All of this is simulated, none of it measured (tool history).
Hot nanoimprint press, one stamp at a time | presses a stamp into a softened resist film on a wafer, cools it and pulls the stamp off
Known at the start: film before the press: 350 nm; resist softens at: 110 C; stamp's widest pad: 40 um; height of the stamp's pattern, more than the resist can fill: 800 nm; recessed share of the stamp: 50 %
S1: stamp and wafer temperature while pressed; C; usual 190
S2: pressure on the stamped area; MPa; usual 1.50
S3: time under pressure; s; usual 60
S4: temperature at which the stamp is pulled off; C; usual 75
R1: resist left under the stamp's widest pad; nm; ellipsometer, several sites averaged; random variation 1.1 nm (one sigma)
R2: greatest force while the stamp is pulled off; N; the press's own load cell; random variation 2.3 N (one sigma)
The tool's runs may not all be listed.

run	day	S1	S2	S3	S4	R1	R2
1	0.000	190	1.50	60	75	170.2	101
2	2.521	190	1.50	31	75	212.8	105
3	4.362	190	1.50	31	75	211.6	106
4	5.804	190	1.67	60	75	159.9	112
# day 6.308: plate thermocouple calibrated
5	8.967	190	1.50	60	75	163.8	113
6	10.404	190	1.50	60	75	163.3	115
# day 11.517: press's hydraulic seals changed and the load cell set to zero
7	13.046	190	1.50	60	75	159.4	116
8	14.488	190	1.50	60	75	159.6	122
9	16.862	190	1.50	60	75	158.6	122
10	18.642	190	1.44	60	75	163.2	130
# day 21.925: plate thermocouple calibrated, once more
11	21.925	190	1.44	60	75	176.7	138
12	23.425	190	1.84	60	75	161.9	140
# day 25.354: stamp cleaned and given a new release coat
13	25.354	190	1.84	60	75	159.6	102
14	28.096	198	1.84	60	75	109.8	105
15	30.542	195	1.50	60	75	138.6	113
16	33.846	191	1.50	60	75	163.9	116
17	36.808	191	1.50	60	75	163.3	119
18	38.758	191	1.50	60	75	163.2	118
19	40.538	186	1.62	51	80	207.3	115
20	43.888	180	1.62	51	82	254.0	114
21	45.421	180	1.54	51	82	255.2	114
22	48.325	190	1.07	34	80	226.9	123
# day 50.712: plate thermocouple calibrated
# day 51.392: stamp cleaned and given a new release coat
23	52.208	188	2.07	44	80	191.1	94
24	53.942	183	2.21	60	75	206.1	104
25	56.562	183	2.21	60	75	202.6	108
26	58.862	183	2.21	60	75	204.6	113
27	61.838	181	1.50	111	65	203.6	143
28	64.025	180	1.50	60	66	250.7	143
29	66.504	189	1.50	60	69	178.4	138

4 ways to go on from here, each from the tool as it stands after run 29. What would each give?
A	69.662	189	1.23	60	69	?	?
B	69.662	186	1.33	61	75	?	?
C	69.662	194	1.50	60	69	?	?
D	69.662	189	1.12	71	65	?	?

run	R1	R2
A	187.2	142
B	206.3	129
C	140.5	146
D	184.0	153
Without the tool's hidden state the same runs would have given:
run	R1	R2
A	193.7	112
B	213.1	102
C	145.4	115
D	190.7	120
